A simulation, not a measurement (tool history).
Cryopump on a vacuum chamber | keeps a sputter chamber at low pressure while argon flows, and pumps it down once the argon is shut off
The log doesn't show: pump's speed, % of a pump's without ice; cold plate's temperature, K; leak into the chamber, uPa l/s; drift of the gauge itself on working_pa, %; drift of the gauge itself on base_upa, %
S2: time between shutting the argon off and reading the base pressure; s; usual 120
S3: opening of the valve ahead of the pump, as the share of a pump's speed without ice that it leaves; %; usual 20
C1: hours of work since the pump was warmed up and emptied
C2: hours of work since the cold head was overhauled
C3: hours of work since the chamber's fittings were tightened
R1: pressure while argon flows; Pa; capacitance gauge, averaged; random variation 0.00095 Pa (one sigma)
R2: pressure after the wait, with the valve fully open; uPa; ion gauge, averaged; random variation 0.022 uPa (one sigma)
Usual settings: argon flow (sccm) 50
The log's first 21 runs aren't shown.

run 22 hour=435.1 | argon_flow_(sccm)=29 S2=279 S3=37 | C1=273 C2=273 C3=349 | R1=0.0655 R2=0.44
run 23 hour=463 | argon_flow_(sccm)=50 S2=120 S3=58 | C1=285 C2=285 C3=361 | R1=0.0737 R2=0.66
run 24 hour=476.8 | argon_flow_(sccm)=98 S2=42 S3=35 | C1=291 C2=291 C3=367 | R1=0.233 R2=1.44
run 25 hour=505.9 | argon_flow_(sccm)=98 S2=42 S3=35 | C1=304 C2=304 C3=380 | R1=0.2329 R2=1.42
run 26 hour=529.5 | argon_flow_(sccm)=44 S2=42 S3=35 | C1=315 C2=315 C3=390 | R1=0.1041 R2=1.43
run 27 hour=542.2 | argon_flow_(sccm)=67 S2=102 S3=20 | C1=320 C2=320 C3=396 | R1=0.2752 R2=0.75
run 28 hour=559.5 | argon_flow_(sccm)=50 S2=177 S3=30 | C1=328 C2=328 C3=404 | R1=0.1396 R2=0.53
run 29 hour=572.6 | argon_flow_(sccm)=50 S2=177 S3=22 | C1=334 C2=334 C3=409 | R1=0.1887 R2=0.56
run 30 hour=589.8 | argon_flow_(sccm)=35 S2=274 S3=34 | C1=342 C2=342 C3=417 | R1=0.0869 R2=0.45
run 31 hour=612.9 | argon_flow_(sccm)=35 S2=274 S3=34 | C1=352 C2=352 C3=427 | R1=0.0864 R2=0.46
run 32 hour=638.2 | argon_flow_(sccm)=35 S2=274 S3=34 | C1=363 C2=363 C3=439 | R1=0.0866 R2=0.42
run 33 hour=666.8 | argon_flow_(sccm)=24 S2=166 S3=40 | C1=376 C2=376 C3=451 | R1=0.0511 R2=0.53

4 ways to go on from here, each from the tool as it stands after run 33. What would each give?
run A hour=679.2 | argon_flow_(sccm)=21 S2=26 S3=20 | C1=381 C2=381 C3=457 | R1=? R2=?
run B hour=679.2 | argon_flow_(sccm)=20 S2=120 S3=59 | C1=381 C2=381 C3=457 | R1=? R2=?
run C hour=679.2 | argon_flow_(sccm)=22 S2=46 S3=20 | C1=381 C2=381 C3=457 | R1=? R2=?
run D hour=679.2 | argon_flow_(sccm)=40 S2=168 S3=37 | C1=381 C2=381 C3=457 | R1=? R2=?

run=A R1=0.0878 R2=2.14
run=B R1=0.0291 R2=0.7
run=C R1=0.0911 R2=1.31
run=D R1=0.0918 R2=0.59
Without the tool's hidden state the same runs would have given:
run=A R1=0.0856 R2=2
run=B R1=0.027 R2=0.56
run=C R1=0.0888 R2=1.18
run=D R1=0.0876 R2=0.45
